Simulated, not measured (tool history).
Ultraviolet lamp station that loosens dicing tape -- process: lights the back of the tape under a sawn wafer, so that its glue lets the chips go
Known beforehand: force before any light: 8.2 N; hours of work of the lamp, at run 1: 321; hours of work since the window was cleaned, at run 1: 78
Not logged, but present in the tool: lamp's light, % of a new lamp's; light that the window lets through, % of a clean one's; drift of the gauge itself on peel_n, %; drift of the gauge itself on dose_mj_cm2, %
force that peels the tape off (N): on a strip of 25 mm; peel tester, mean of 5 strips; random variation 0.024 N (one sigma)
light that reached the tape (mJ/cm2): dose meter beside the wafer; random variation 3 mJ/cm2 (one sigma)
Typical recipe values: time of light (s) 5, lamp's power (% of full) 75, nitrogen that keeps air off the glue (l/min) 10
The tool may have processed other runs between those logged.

run,hour,time of light (s),lamp's power (% of full),nitrogen that keeps air off the glue (l/min),hours of work of the lamp,hours of work since the window was cleaned,force that peels the tape off (N),light that reached the tape (mJ/cm2)
1,0.0,5,75,10,321,78,1.612,362
2,14.1,5,75,10,329,85,1.634,356
3,35.9,5,75,10,340,97,1.667,350
4,53.3,5,75,10,350,107,1.694,345
5,67.6,5,75,10,357,114,1.711,344
6,93.5,5,75,10,371,128,1.683,340
7,119.7,5,75,10,386,142,1.821,332
8,142.9,5,75,10,398,155,1.750,332
9,155.4,5,75,10,405,162,1.846,327
10,181.2,5,75,10,419,176,1.939,328
11,193.7,5,75,10,426,183,1.824,321
12,215.1,8,75,7,437,194,1.108,504
13,230.2,5,72,7,445,202,2.288,301
14,247.2,5,72,7,455,211,2.442,297
15,272.1,7,83,3,468,225,1.905,473
16,287.0,7,87,5,476,233,1.377,488

What will run 17 give?
17,315.1,7,87,5,491,248,?,?

{"run 17": {"force that peels the tape off (N)": 1.453, "light that reached the tape (mJ/cm2)": 478}}
Minus the tool's unlogged condition, the same run would have read force that peels the tape off (N) 0.745, light that reached the tape (mJ/cm2) 703.
